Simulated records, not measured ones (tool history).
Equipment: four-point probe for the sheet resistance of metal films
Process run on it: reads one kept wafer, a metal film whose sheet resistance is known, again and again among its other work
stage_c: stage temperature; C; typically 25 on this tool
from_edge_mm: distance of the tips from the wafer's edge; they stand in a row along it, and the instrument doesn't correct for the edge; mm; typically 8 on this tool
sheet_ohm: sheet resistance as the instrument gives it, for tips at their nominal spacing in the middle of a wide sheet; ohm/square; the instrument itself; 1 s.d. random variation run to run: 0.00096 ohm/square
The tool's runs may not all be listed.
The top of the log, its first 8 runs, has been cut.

Run 9, hour 322.5: usual settings. Result: sheet_ohm 4.814281 ohm/square.
Run 10, hour 361: usual settings. Result: sheet_ohm 4.812791 ohm/square.
Run 11, hour 395: usual settings. Result: sheet_ohm 4.812782 ohm/square.
Run 12, hour 433: usual settings. Result: sheet_ohm 4.814002 ohm/square.
Run 13, hour 469.9: usual settings. Result: sheet_ohm 4.815781 ohm/square.
Run 14, hour 524.9: usual settings. Result: sheet_ohm 4.813966 ohm/square.
Run 15, hour 554.5: usual settings. Result: sheet_ohm 4.815612 ohm/square.
Run 16, hour 601.7: usual settings. Result: sheet_ohm 4.815447 ohm/square.
Run 17, hour 653.7: usual settings but from_edge_mm 13 mm. Result: sheet_ohm 4.802681 ohm/square.
Run 18, hour 705.5: usual settings but from_edge_mm 13 mm. Result: sheet_ohm 4.805297 ohm/square.
Run 19, hour 761.2: usual settings but stage_c 33 C, from_edge_mm 50 mm. Result: sheet_ohm 4.808996 ohm/square.
Run 20, hour 809: usual settings but from_edge_mm 68 mm. Result: sheet_ohm 4.800684 ohm/square.
Run 21, hour 832.9: usual settings but stage_c 29 C, from_edge_mm 6 mm. Result: sheet_ohm 4.832206 ohm/square.
Run 22, hour 885.4: usual settings but from_edge_mm 26 mm. Result: sheet_ohm 4.800724 ohm/square.
Run 23, hour 935.3: usual settings but from_edge_mm 26 mm. Result: sheet_ohm 4.801328 ohm/square.
Run 24, hour 970.6: usual settings but from_edge_mm 26 mm. Result: sheet_ohm 4.800586 ohm/square.
Run 25, hour 1016.7: usual settings but stage_c 29 C, from_edge_mm 16 mm. Result: sheet_ohm 4.808209 ohm/square.
Run 26, hour 1066.1: usual settings but from_edge_mm 56 mm. Result: sheet_ohm 4.799694 ohm/square.
Run 27, hour 1123.2: usual settings but stage_c 27 C. Result: sheet_ohm 4.816399 ohm/square.
Run 28, hour 1163.9: usual settings but stage_c 24 C, from_edge_mm 14 mm. Result: sheet_ohm 4.802476 ohm/square.
Run 29, hour 1199.4: usual settings but stage_c 24 C, from_edge_mm 14 mm. Result: sheet_ohm 4.802707 ohm/square.
Run 30, hour 1250.6: usual settings but stage_c 26 C, from_edge_mm 44 mm. Result: sheet_ohm 4.800598 ohm/square.
Run 31, hour 1283.4: usual settings but stage_c 26 C, from_edge_mm 44 mm. Result: sheet_ohm 4.802009 ohm/square.
Run 32, hour 1310.8: usual settings but stage_c 26 C, from_edge_mm 27 mm. Result: sheet_ohm 4.803135 ohm/square.
Run 33, hour 1357.4: usual settings but stage_c 32 C. Result: sheet_ohm 4.823397 ohm/square.

Predict each of these 4 candidate next runs independently; none follows another, all start after run 33:
Run A, hour 1405.4: usual settings but stage_c 27 C, from_edge_mm 5 mm. Result: sheet_ohm ?.
Run B, hour 1405.4: usual settings but stage_c 26 C, from_edge_mm 19 mm. Result: sheet_ohm ?.
Run C, hour 1405.4: usual settings but stage_c 22 C. Result: sheet_ohm ?.
Run D, hour 1405.4: usual settings but stage_c 27 C. Result: sheet_ohm ?.

run  sheet_ohm
  A   4.842285
  B   4.801981
  C   4.811981
  D   4.816998
With the hidden condition removed and each run's random variation left untouched, the same runs would have given:
run  sheet_ohm
  A   4.842368
  B   4.802062
  C   4.812062
  D    4.81708

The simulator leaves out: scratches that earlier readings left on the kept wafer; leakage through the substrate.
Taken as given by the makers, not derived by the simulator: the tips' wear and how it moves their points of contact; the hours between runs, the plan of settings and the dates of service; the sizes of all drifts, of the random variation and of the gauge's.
